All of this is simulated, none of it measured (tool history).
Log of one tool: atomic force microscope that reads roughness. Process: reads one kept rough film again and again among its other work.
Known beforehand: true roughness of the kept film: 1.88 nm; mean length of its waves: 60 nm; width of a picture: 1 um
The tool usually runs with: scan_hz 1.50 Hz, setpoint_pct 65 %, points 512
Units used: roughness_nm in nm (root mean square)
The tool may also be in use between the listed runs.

run    day  scan_hz  setpoint_pct  points  roughness_nm
  1  0.000     1.50            65     512         1.652
  2  0.642     1.50            65     512         1.639
     0.738  -- new tip fitted
  3  1.050     1.50            65     512         1.765
  4  1.446     1.50            65     512         1.774
  5  2.304     1.50            65     512         1.758
  6  2.942     1.50            65     512         1.758
  7  3.542     1.50            65     512         1.743
  8  3.992     3.44            65     512         1.637
  9  4.725     1.50            65     578         1.729
 10  5.175     1.50            65     512         1.725

Forecast run 11:
 11  5.879     1.50            65     512             ?

roughness_nm: 1.721 nm (root mean square)
On a tool with no hidden condition, and with the same random variation, this run would have come out at roughness_nm 1.754 nm (root mean square).
